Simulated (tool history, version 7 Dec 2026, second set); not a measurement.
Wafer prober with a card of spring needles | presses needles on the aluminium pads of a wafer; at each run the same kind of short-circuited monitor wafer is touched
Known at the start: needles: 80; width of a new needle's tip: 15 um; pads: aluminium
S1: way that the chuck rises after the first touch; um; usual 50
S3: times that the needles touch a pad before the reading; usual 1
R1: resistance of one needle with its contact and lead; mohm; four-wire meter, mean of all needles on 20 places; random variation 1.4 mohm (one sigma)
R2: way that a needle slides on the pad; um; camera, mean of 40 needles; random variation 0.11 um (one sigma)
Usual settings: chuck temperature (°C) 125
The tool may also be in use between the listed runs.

{"run": 1, "hour": 0.0, "S1": 50, "chuck temperature (°C)": 125, "S3": 1, "R1": 179, "R2": 12.82}
{"hour": 9.4, "done": "tips cleaned on abrasive film"}
{"hour": 18.8, "done": "tips cleaned on abrasive film"}
{"hour": 30.5, "done": "tips cleaned on abrasive film"}
{"hour": 42.2, "done": "tips cleaned on abrasive film"}
{"hour": 53.9, "done": "tips cleaned on abrasive film"}
{"hour": 65.6, "done": "tips cleaned on abrasive film"}
{"run": 2, "hour": 65.6, "S1": 50, "chuck temperature (°C)": 125, "S3": 1, "R1": 148, "R2": 12.67}
{"hour": 75.0, "done": "tips cleaned on abrasive film"}
{"hour": 86.7, "done": "tips cleaned on abrasive film"}
{"hour": 98.4, "done": "tips cleaned on abrasive film"}
{"hour": 107.8, "done": "tips cleaned on abrasive film"}
{"hour": 119.5, "done": "tips cleaned on abrasive film"}
{"hour": 131.2, "done": "tips cleaned on abrasive film"}
{"hour": 142.9, "done": "tips cleaned on abrasive film"}
{"hour": 154.6, "done": "tips cleaned on abrasive film"}
{"run": 3, "hour": 163.8, "S1": 50, "chuck temperature (°C)": 95, "S3": 1, "R1": 313, "R2": 12.46}
{"hour": 166.2, "done": "tips cleaned on abrasive film"}
{"hour": 177.9, "done": "tips cleaned on abrasive film"}
{"hour": 189.6, "done": "tips cleaned on abrasive film"}
{"hour": 201.3, "done": "tips cleaned on abrasive film"}
{"hour": 210.7, "done": "tips cleaned on abrasive film"}
{"run": 4, "hour": 214.3, "S1": 50, "chuck temperature (°C)": 95, "S3": 1, "R1": 224, "R2": 12.42}
{"hour": 221.3, "done": "tips cleaned on abrasive film"}
{"hour": 233.0, "done": "tips cleaned on abrasive film"}
{"hour": 245.0, "done": "card fitted with new needles"}
{"hour": 254.4, "done": "tips cleaned on abrasive film"}
{"hour": 266.1, "done": "tips cleaned on abrasive film"}
{"hour": 275.5, "done": "tips cleaned on abrasive film"}
{"hour": 287.2, "done": "tips cleaned on abrasive film"}
{"hour": 296.5, "done": "tips cleaned on abrasive film"}
{"hour": 308.2, "done": "tips cleaned on abrasive film"}
{"hour": 318.6, "done": "tips cleaned on abrasive film"}
{"run": 5, "hour": 318.6, "S1": 50, "chuck temperature (°C)": 125, "S3": 1, "R1": 136, "R2": 12.81}
{"hour": 330.3, "done": "tips cleaned on abrasive film"}
{"hour": 342.0, "done": "tips cleaned on abrasive film"}
{"hour": 353.7, "done": "tips cleaned on abrasive film"}
{"hour": 365.4, "done": "tips cleaned on abrasive film"}
{"hour": 377.1, "done": "tips cleaned on abrasive film"}
{"hour": 388.8, "done": "tips cleaned on abrasive film"}
{"hour": 400.5, "done": "tips cleaned on abrasive film"}
{"hour": 412.2, "done": "tips cleaned on abrasive film"}
{"run": 6, "hour": 416.4, "S1": 50, "chuck temperature (°C)": 125, "S3": 1, "R1": 191, "R2": 12.55}
{"hour": 423.5, "done": "tips cleaned on abrasive film"}
{"hour": 432.8, "done": "tips cleaned on abrasive film"}
{"hour": 444.5, "done": "tips cleaned on abrasive film"}
{"hour": 456.2, "done": "tips cleaned on abrasive film"}
{"hour": 467.9, "done": "tips cleaned on abrasive film"}
{"hour": 479.6, "done": "tips cleaned on abrasive film"}
{"run": 7, "hour": 480.4, "S1": 50, "chuck temperature (°C)": 125, "S3": 1, "R1": 155, "R2": 12.37}
{"hour": 489.8, "done": "tips cleaned on abrasive film"}
{"hour": 501.5, "done": "tips cleaned on abrasive film"}
{"hour": 513.2, "done": "tips cleaned on abrasive film"}
{"hour": 524.9, "done": "tips cleaned on abrasive film"}
{"run": 8, "hour": 525.9, "S1": 50, "chuck temperature (°C)": 125, "S3": 1, "R1": 159, "R2": 12.25}
{"hour": 535.3, "done": "tips cleaned on abrasive film"}
{"hour": 547.0, "done": "tips cleaned on abrasive film"}
{"hour": 558.7, "done": "tips cleaned on abrasive film"}
{"hour": 570.4, "done": "tips cleaned on abrasive film"}
{"hour": 579.8, "done": "tips cleaned on abrasive film"}
{"run": 9, "hour": 580.2, "S1": 50, "chuck temperature (°C)": 125, "S3": 1, "R1": 140, "R2": 12.22}
{"hour": 589.6, "done": "tips cleaned on abrasive film"}
{"hour": 601.2, "done": "tips cleaned on abrasive film"}
{"hour": 612.9, "done": "tips cleaned on abrasive film"}
{"hour": 615.6, "done": "height of the first contact set anew"}
{"run": 10, "hour": 621.1, "S1": 50, "chuck temperature (°C)": 125, "S3": 1, "R1": 235, "R2": 13.04}
{"hour": 623.5, "done": "tips cleaned on abrasive film"}
{"hour": 632.9, "done": "tips cleaned on abrasive film"}
{"hour": 644.6, "done": "tips cleaned on abrasive film"}
{"hour": 656.3, "done": "tips cleaned on abrasive film"}
{"hour": 668.0, "done": "tips cleaned on abrasive film"}
{"hour": 679.7, "done": "tips cleaned on abrasive film"}
{"hour": 691.4, "done": "tips cleaned on abrasive film"}
{"hour": 703.1, "done": "tips cleaned on abrasive film"}
{"hour": 714.8, "done": "tips cleaned on abrasive film"}
{"run": 11, "hour": 715.4, "S1": 50, "chuck temperature (°C)": 125, "S3": 1, "R1": 151, "R2": 12.58}
{"hour": 724.8, "done": "tips cleaned on abrasive film"}
{"hour": 736.5, "done": "tips cleaned on abrasive film"}
{"hour": 748.2, "done": "tips cleaned on abrasive film"}
{"hour": 759.9, "done": "tips cleaned on abrasive film"}
{"hour": 771.6, "done": "tips cleaned on abrasive film"}
{"hour": 783.3, "done": "tips cleaned on abrasive film"}
{"hour": 795.0, "done": "tips cleaned on abrasive film"}
{"run": 12, "hour": 795.6, "S1": 50, "chuck temperature (°C)": 125, "S3": 1, "R1": 148, "R2": 12.53}
{"hour": 804.9, "done": "tips cleaned on abrasive film"}
{"hour": 816.6, "done": "tips cleaned on abrasive film"}
{"hour": 828.3, "done": "tips cleaned on abrasive film"}
{"hour": 840.0, "done": "tips cleaned on abrasive film"}
{"hour": 851.7, "done": "tips cleaned on abrasive film"}
{"hour": 861.1, "done": "tips cleaned on abrasive film"}
{"hour": 872.8, "done": "tips cleaned on abrasive film"}
{"hour": 883.6, "done": "tips cleaned on abrasive film"}
{"run": 13, "hour": 883.6, "S1": 50, "chuck temperature (°C)": 125, "S3": 1, "R1": 142, "R2": 12.03}
{"hour": 895.2, "done": "tips cleaned on abrasive film"}
{"hour": 906.9, "done": "tips cleaned on abrasive film"}
{"hour": 918.6, "done": "tips cleaned on abrasive film"}
{"hour": 928.0, "done": "tips cleaned on abrasive film"}
{"hour": 939.7, "done": "tips cleaned on abrasive film"}
{"hour": 949.1, "done": "tips cleaned on abrasive film"}
{"hour": 960.8, "done": "tips cleaned on abrasive film"}
{"run": 14, "hour": 967.5, "S1": 50, "chuck temperature (°C)": 125, "S3": 1, "R1": 239, "R2": 12.14}
{"hour": 972.3, "done": "tips cleaned on abrasive film"}
{"hour": 984.0, "done": "tips cleaned on abrasive film"}
{"hour": 986.6, "done": "height of the first contact set anew"}
{"hour": 996.0, "done": "tips cleaned on abrasive film"}
{"hour": 1007.7, "done": "tips cleaned on abrasive film"}
{"run": 15, "hour": 1015.6, "S1": 50, "chuck temperature (°C)": 31, "S3": 3, "R1": 161, "R2": 12.93}
{"hour": 1018.1, "done": "tips cleaned on abrasive film"}
{"hour": 1029.8, "done": "tips cleaned on abrasive film"}
{"hour": 1041.5, "done": "tips cleaned on abrasive film"}
{"hour": 1053.2, "done": "tips cleaned on abrasive film"}
{"hour": 1064.9, "done": "tips cleaned on abrasive film"}
{"hour": 1076.5, "done": "tips cleaned on abrasive film"}
{"hour": 1088.2, "done": "tips cleaned on abrasive film"}
{"hour": 1099.9, "done": "tips cleaned on abrasive film"}
{"hour": 1111.6, "done": "tips cleaned on abrasive film"}
{"run": 16, "hour": 1115.2, "S1": 44, "chuck temperature (°C)": 95, "S3": 3, "R1": 157, "R2": 11.24}
{"hour": 1122.3, "done": "tips cleaned on abrasive film"}
{"hour": 1134.0, "done": "tips cleaned on abrasive film"}
{"hour": 1143.3, "done": "tips cleaned on abrasive film"}
{"hour": 1155.0, "done": "tips cleaned on abrasive film"}
{"hour": 1166.7, "done": "tips cleaned on abrasive film"}
{"hour": 1178.4, "done": "tips cleaned on abrasive film"}
{"run": 17, "hour": 1186.6, "S1": 44, "chuck temperature (°C)": 95, "S3": 3, "R1": 189, "R2": 10.89}
{"hour": 1189.1, "done": "tips cleaned on abrasive film"}
{"hour": 1200.8, "done": "tips cleaned on abrasive film"}
{"hour": 1210.1, "done": "tips cleaned on abrasive film"}
{"hour": 1221.8, "done": "tips cleaned on abrasive film"}
{"hour": 1233.5, "done": "tips cleaned on abrasive film"}
{"hour": 1245.2, "done": "tips cleaned on abrasive film"}
{"hour": 1256.8, "done": "tips cleaned on abrasive film"}
{"run": 18, "hour": 1256.8, "S1": 32, "chuck temperature (°C)": 82, "S3": 3, "R1": 145, "R2": 7.67}
{"hour": 1268.5, "done": "tips cleaned on abrasive film"}
{"hour": 1280.2, "done": "tips cleaned on abrasive film"}
{"hour": 1291.9, "done": "tips cleaned on abrasive film"}
{"hour": 1303.6, "done": "tips cleaned on abrasive film"}
{"run": 19, "hour": 1307.0, "S1": 43, "chuck temperature (°C)": 28, "S3": 3, "R1": 163, "R2": 10.23}
{"hour": 1314.0, "done": "tips cleaned on abrasive film"}
{"hour": 1325.7, "done": "tips cleaned on abrasive film"}
{"hour": 1337.4, "done": "tips cleaned on abrasive film"}
{"hour": 1349.1, "done": "tips cleaned on abrasive film"}
{"hour": 1356.4, "done": "height of the first contact set anew"}
{"hour": 1361.1, "done": "tips cleaned on abrasive film"}
{"run": 20, "hour": 1369.1, "S1": 43, "chuck temperature (°C)": 28, "S3": 3, "R1": 180, "R2": 11.13}
{"hour": 1371.5, "done": "tips cleaned on abrasive film"}
{"hour": 1383.2, "done": "tips cleaned on abrasive film"}
{"hour": 1394.9, "done": "tips cleaned on abrasive film"}
{"hour": 1404.3, "done": "tips cleaned on abrasive film"}
{"hour": 1416.0, "done": "tips cleaned on abrasive film"}
{"hour": 1425.3, "done": "tips cleaned on abrasive film"}
{"run": 21, "hour": 1426.6, "S1": 35, "chuck temperature (°C)": 56, "S3": 1, "R1": 208, "R2": 8.87}
{"hour": 1436.0, "done": "tips cleaned on abrasive film"}
{"hour": 1445.4, "done": "tips cleaned on abrasive film"}
{"hour": 1457.1, "done": "tips cleaned on abrasive film"}
{"hour": 1468.8, "done": "tips cleaned on abrasive film"}
{"hour": 1480.5, "done": "tips cleaned on abrasive film"}
{"run": 22, "hour": 1482.6, "S1": 35, "chuck temperature (°C)": 56, "S3": 1, "R1": 257, "R2": 8.77}

5 ways to go on from here, each from the tool as it stands after run 22. What would each give?
{"hour": 1492.0, "done": "tips cleaned on abrasive film"}
{"hour": 1503.7, "done": "tips cleaned on abrasive film"}
{"hour": 1513.1, "done": "tips cleaned on abrasive film"}
{"hour": 1524.8, "done": "tips cleaned on abrasive film"}
{"run": "A", "hour": 1530.9, "S1": 32, "chuck temperature (°C)": 27, "S3": 1, "R1": "?", "R2": "?"}
{"hour": 1492.0, "done": "tips cleaned on abrasive film"}
{"hour": 1503.7, "done": "tips cleaned on abrasive film"}
{"hour": 1513.1, "done": "tips cleaned on abrasive film"}
{"hour": 1524.8, "done": "tips cleaned on abrasive film"}
{"run": "B", "hour": 1530.9, "S1": 35, "chuck temperature (°C)": 56, "S3": 3, "R1": "?", "R2": "?"}
{"hour": 1492.0, "done": "tips cleaned on abrasive film"}
{"hour": 1503.7, "done": "tips cleaned on abrasive film"}
{"hour": 1513.1, "done": "tips cleaned on abrasive film"}
{"hour": 1524.8, "done": "tips cleaned on abrasive film"}
{"run": "C", "hour": 1530.9, "S1": 50, "chuck temperature (°C)": 125, "S3": 3, "R1": "?", "R2": "?"}
{"hour": 1492.0, "done": "tips cleaned on abrasive film"}
{"hour": 1503.7, "done": "tips cleaned on abrasive film"}
{"hour": 1513.1, "done": "tips cleaned on abrasive film"}
{"hour": 1524.8, "done": "tips cleaned on abrasive film"}
{"run": "D", "hour": 1530.9, "S1": 35, "chuck temperature (°C)": 56, "S3": 2, "R1": "?", "R2": "?"}
{"hour": 1492.0, "done": "tips cleaned on abrasive film"}
{"hour": 1503.7, "done": "tips cleaned on abrasive film"}
{"hour": 1513.1, "done": "tips cleaned on abrasive film"}
{"hour": 1524.8, "done": "tips cleaned on abrasive film"}
{"run": "E", "hour": 1530.9, "S1": 51, "chuck temperature (°C)": 51, "S3": 1, "R1": "?", "R2": "?"}

run=A R1=447 R2=8.00
run=B R1=215 R2=8.79
run=C R1=168 R2=12.44
run=D R1=278 R2=8.68
run=E R1=244 R2=12.97
Without the tool's hidden state the same runs would have given:
run=A R1=119 R2=8.33
run=B R1=118 R2=9.12
run=C R1=123 R2=12.77
run=D R1=120 R2=9.01
run=E R1=115 R2=13.31

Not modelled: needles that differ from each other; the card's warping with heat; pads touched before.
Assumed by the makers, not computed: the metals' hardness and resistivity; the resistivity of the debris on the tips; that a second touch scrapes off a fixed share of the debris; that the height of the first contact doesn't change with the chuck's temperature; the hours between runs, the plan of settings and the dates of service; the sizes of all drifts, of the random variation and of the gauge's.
